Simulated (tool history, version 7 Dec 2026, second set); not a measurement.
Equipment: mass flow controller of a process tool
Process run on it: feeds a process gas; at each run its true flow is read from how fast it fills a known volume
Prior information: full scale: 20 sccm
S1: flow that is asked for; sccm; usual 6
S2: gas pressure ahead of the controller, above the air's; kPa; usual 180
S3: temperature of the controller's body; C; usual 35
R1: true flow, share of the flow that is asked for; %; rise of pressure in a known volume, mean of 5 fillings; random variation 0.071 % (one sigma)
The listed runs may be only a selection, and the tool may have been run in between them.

run	hour	S1	S2	S3	R1
1	0	6	180	35	99.95
2	57.1	6	180	35	100.02
3	129.2	6	180	35	100.09
4	212.6	5	180	35	99.95
5	280.5	5	246	35	100.28
6	316.3	6	180	35	100.17
7	395.9	6	180	35	100.07
8	477.8	6	180	35	100.2
9	546.3	6	180	35	100.46
10	615.7	6	180	35	100.34
11	694.3	6	180	37	100.58
12	762.1	4	155	37	100.44
13	799.3	14	155	23	100.1
14	882.8	5	180	22	99.9
15	946.8	3	265	25	100.27
16	1027.8	3	265	25	100.21
17	1081.1	3	265	25	100.33
18	1151	5	243	30	100.72
19	1222	5	243	30	100.51
20	1287.1	5	206	28	100.55
21	1350.5	5	206	28	100.49

Below are 3 alternative next runs, each starting from the tool's condition after run 21. Predict each:
A	1416	15	270	28	?
B	1416	11	176	29	?
C	1416	14	215	23	?

run	R1
A	101.25
B	100.71
C	100.75
Had the tool no hidden state, the same runs would have come out as:
run	R1
A	100.31
B	99.78
C	99.82
